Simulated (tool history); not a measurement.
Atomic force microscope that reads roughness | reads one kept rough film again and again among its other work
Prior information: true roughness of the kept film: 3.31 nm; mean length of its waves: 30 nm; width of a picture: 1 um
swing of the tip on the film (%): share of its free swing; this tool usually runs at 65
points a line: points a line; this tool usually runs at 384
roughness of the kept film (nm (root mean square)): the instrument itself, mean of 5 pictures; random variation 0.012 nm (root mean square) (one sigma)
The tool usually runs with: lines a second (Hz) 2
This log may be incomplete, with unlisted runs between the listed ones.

run,hour,lines a second (Hz),swing of the tip on the film (%),points a line,roughness of the kept film (nm (root mean square))
1,0,2,65,384,2.679
2,9.1,2,65,384,2.635
3,14.2,2,72,384,2.528
4,25.3,2,72,384,2.453
5,30.9,2,72,384,2.425
6,40.6,2,65,384,2.502
# hour 42.3: height scale calibrated on a step standard
7,51.2,2,65,384,2.414
8,62.2,2,69,383,2.334
9,72.3,2,69,383,2.294
10,81.8,1.76,57,413,2.396
# hour 88.8: height scale calibrated on a step standard, once more
11,90,0.69,90,726,2.224
12,95.1,0.69,90,726,2.208

Here are 5 independent what-if runs from the current tool condition. What would each one return?
A,100.8,0.69,86,409,?
B,100.8,2.89,55,648,?
C,100.8,2.71,82,739,?
D,100.8,2,65,495,?
E,100.8,1.08,90,726,?

run,roughness of the kept film (nm (root mean square))
A,2.232
B,2.3
C,1.873
D,2.237
E,2.071
Take away the tool's hidden state, keep each run's random variation, and the runs would have read:
run,roughness of the kept film (nm (root mean square))
A,2.732
B,2.813
C,2.291
D,2.736
E,2.533

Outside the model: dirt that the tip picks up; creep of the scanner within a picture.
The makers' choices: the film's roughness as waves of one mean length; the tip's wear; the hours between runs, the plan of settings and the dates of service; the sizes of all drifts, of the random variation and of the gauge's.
